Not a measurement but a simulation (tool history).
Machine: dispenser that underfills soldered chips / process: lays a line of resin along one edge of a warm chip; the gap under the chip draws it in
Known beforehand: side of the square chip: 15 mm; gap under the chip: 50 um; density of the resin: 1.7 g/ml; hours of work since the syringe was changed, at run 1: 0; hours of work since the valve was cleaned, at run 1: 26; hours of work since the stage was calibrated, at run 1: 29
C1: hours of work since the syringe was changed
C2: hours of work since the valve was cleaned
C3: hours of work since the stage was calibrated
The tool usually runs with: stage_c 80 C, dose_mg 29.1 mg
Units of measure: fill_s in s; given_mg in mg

Run 1, hour 0: usual settings; C1 0; C2 26; C3 29. Result: fill_s 96.3 s, given_mg 28.46 mg.
Run 2, hour 3.7: usual settings; C1 3; C2 29; C3 31. Result: fill_s 114.5 s, given_mg 28.25 mg.
Run 3, hour 7.7: usual settings; C1 5; C2 31; C3 34. Result: fill_s 147.1 s, given_mg 28.15 mg.
At hour 10.5: new syringe of resin.
Run 4, hour 14: usual settings; C1 2; C2 35; C3 38. Result: fill_s 113.2 s, given_mg 28.16 mg.
At hour 21.1: new syringe of resin.
Run 5, hour 22.7: usual settings but stage_c 79 C; C1 1; C2 41; C3 43. Result: fill_s 107.8 s, given_mg 28.09 mg.
Run 6, hour 30.3: usual settings but stage_c 79 C; C1 6; C2 46; C3 48. Result: fill_s 162.6 s, given_mg 28.1 mg.
At hour 32.1: new syringe of resin.
Run 7, hour 35.2: usual settings but stage_c 79 C; C1 2; C2 49; C3 51. Result: fill_s 118.7 s, given_mg 27.86 mg.
Run 8, hour 40: usual settings but stage_c 79 C; C1 5; C2 52; C3 54. Result: fill_s 153.1 s, given_mg 27.83 mg.
At hour 42.9: new syringe of resin.
Run 9, hour 44.3: usual settings but stage_c 79 C; C1 1; C2 54; C3 57. Result: fill_s 108.9 s, given_mg 27.81 mg.
Run 10, hour 49.4: usual settings but stage_c 79 C; C1 4; C2 58; C3 60. Result: fill_s 142.9 s, given_mg 27.7 mg.
At hour 53.3: new syringe of resin.
Run 11, hour 56.7: usual settings but stage_c 79 C; C1 2; C2 62; C3 65. Result: fill_s 119 s, given_mg 27.36 mg.
Run 12, hour 63.2: usual settings but stage_c 79 C; C1 6; C2 66; C3 69. Result: fill_s 170.1 s, given_mg 27.51 mg.
At hour 64.3: new syringe of resin.
Run 13, hour 68.5: usual settings but stage_c 79 C; C1 3; C2 70; C3 72. Result: fill_s 127.1 s, given_mg 27.25 mg.
Run 14, hour 72.1: usual settings but stage_c 82 C; C1 5; C2 72; C3 74. Result: fill_s 131.2 s, given_mg 27.28 mg.
At hour 74.7: new syringe of resin.
Run 15, hour 79.6: usual settings but stage_c 82 C; C1 3; C2 77; C3 79. Result: fill_s 111 s, given_mg 27.23 mg.
At hour 85.7: new syringe of resin.
Run 16, hour 87.7: usual settings but stage_c 71 C; C1 1; C2 82; C3 84. Result: fill_s 166.7 s, given_mg 26.75 mg.
Run 17, hour 94.8: usual settings; C1 6; C2 86; C3 89. Result: fill_s 155.7 s, given_mg 26.95 mg.
At hour 96.6: new syringe of resin.
Run 18, hour 103.1: usual settings; C1 4; C2 91; C3 94. Result: fill_s 137.1 s, given_mg 26.59 mg.
At hour 104.7: dispensing valve cleaned and set on the balance.
At hour 108.4: new syringe of resin.
Run 19, hour 112.4: usual settings but stage_c 83 C, dose_mg 27.5 mg; C1 3; C2 5; C3 99. Result: fill_s 100.3 s, given_mg 26.84 mg.
Run 20, hour 116.6: usual settings but stage_c 83 C, dose_mg 27.5 mg; C1 5; C2 7; C3 102. Result: fill_s 125.2 s, given_mg 27.36 mg.
At hour 119.2: new syringe of resin.
Run 21, hour 120.5: usual settings but dose_mg 37.4 mg; C1 1; C2 10; C3 104. Result: fill_s 100.7 s, given_mg 36.61 mg.
Run 22, hour 126.7: usual settings but dose_mg 37.4 mg; C1 5; C2 14; C3 108. Result: fill_s 140.3 s, given_mg 36.87 mg.
At hour 129.8: new syringe of resin.
Run 23, hour 132.7: usual settings but stage_c 85 C; C1 2; C2 18; C3 112. Result: fill_s 85.7 s, given_mg 28.4 mg.
Run 24, hour 138.1: usual settings but dose_mg 28.1 mg; C1 5; C2 21; C3 115. Result: fill_s 150.9 s, given_mg 27.65 mg.
At hour 140.9: new syringe of resin.
Run 25, hour 145.5: usual settings but dose_mg 27.3 mg; C1 3; C2 26; C3 120. Result: fill_s 120.6 s, given_mg 26.62 mg.
Run 26, hour 150.5: usual settings but dose_mg 27.3 mg; C1 6; C2 29; C3 123. Result: fill_s 161.2 s, given_mg 26.28 mg.
At hour 151.8: new syringe of resin.
Run 27, hour 157.6: usual settings but dose_mg 27.3 mg; C1 4; C2 33; C3 128. Result: fill_s 130.3 s, given_mg 26.45 mg.
At hour 162.6: new syringe of resin.
Run 28, hour 165.9: usual settings but stage_c 74 C, dose_mg 26.3 mg; C1 2; C2 38; C3 133. Result: fill_s 156 s, given_mg 25.14 mg.
At hour 173.5: new syringe of resin.
Run 29, hour 174.2: usual settings but stage_c 74 C, dose_mg 26.3 mg; C1 0; C2 44; C3 138. Result: fill_s 140.2 s, given_mg 25.18 mg.
Run 30, hour 180.1: usual settings but stage_c 74 C, dose_mg 26.3 mg; C1 4; C2 47; C3 142. Result: fill_s 190.3 s, given_mg 25.13 mg.
At hour 184.3: new syringe of resin.
Run 31, hour 184.8: usual settings but stage_c 73 C; C1 0; C2 50; C3 145. Result: fill_s 141.1 s, given_mg 27.75 mg.

What does the tool deliver on the next run?
Run 32, hour 192: usual settings but stage_c 72 C, dose_mg 30.6 mg; C1 5; C2 55; C3 149. Result: fill_s ?, given_mg ?.

Run 32 came out at fill_s 222.1 s, given_mg 29.22 mg.
The same run, on a tool lacking any hidden state, would have yielded fill_s 140.2 s, given_mg 30.85 mg.
